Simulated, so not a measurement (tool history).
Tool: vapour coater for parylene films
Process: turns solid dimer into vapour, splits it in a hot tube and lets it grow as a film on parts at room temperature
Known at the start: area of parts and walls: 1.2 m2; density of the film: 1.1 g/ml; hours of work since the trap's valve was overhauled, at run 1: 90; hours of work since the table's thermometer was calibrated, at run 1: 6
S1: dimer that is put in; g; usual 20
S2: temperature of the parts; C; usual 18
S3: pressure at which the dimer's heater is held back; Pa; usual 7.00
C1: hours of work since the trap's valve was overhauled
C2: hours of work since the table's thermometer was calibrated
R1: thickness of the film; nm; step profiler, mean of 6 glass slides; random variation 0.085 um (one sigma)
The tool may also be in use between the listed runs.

| run | day | S1 | S2 | S3 | C1 | C2 | R1 |
|---|---|---|---|---|---|---|---|
| 1 | 0.000 | 20 | 18 | 7.00 | 90 | 6 | 10480 |
| 2 | 1.529 | 20 | 21 | 7.00 | 113 | 29 | 9370 |
| 3 | 3.142 | 20 | 21 | 7.00 | 137 | 53 | 9500 |
| 4 | 4.304 | 13 | 18 | 7.00 | 154 | 70 | 6720 |
| 5 | 6.292 | 13 | 18 | 7.00 | 184 | 100 | 6730 |
| 6 | 8.071 | 20 | 14 | 7.00 | 211 | 126 | 11850 |
| 7 | 9.742 | 20 | 18 | 7.00 | 236 | 151 | 10200 |
| 8 | 11.058 | 20 | 18 | 7.00 | 255 | 171 | 10340 |
| 9 | 12.658 | 20 | 18 | 5.81 | 279 | 195 | 10450 |
| 10 | 14.642 | 20 | 18 | 5.81 | 309 | 225 | 10570 |
| 11 | 15.638 | 20 | 18 | 5.81 | 324 | 240 | 10300 |
|  | 16.338 | trap's valve overhauled |
| 12 | 17.846 | 16 | 17 | 7.00 | 23 | 270 | 8480 |
| 13 | 19.038 | 17 | 18 | 2.51 | 40 | 288 | 9450 |
| 14 | 20.954 | 11 | 29 | 7.00 | 69 | 317 | 3980 |

Run 15 comes next. What will it give?
| 15 | 21.917 | 23 | 27 | 5.30 | 84 | 331 | ? |

{"run 15": {"R1": 9060}}
Without the tool's hidden state the same run would have given R1 9070 nm.
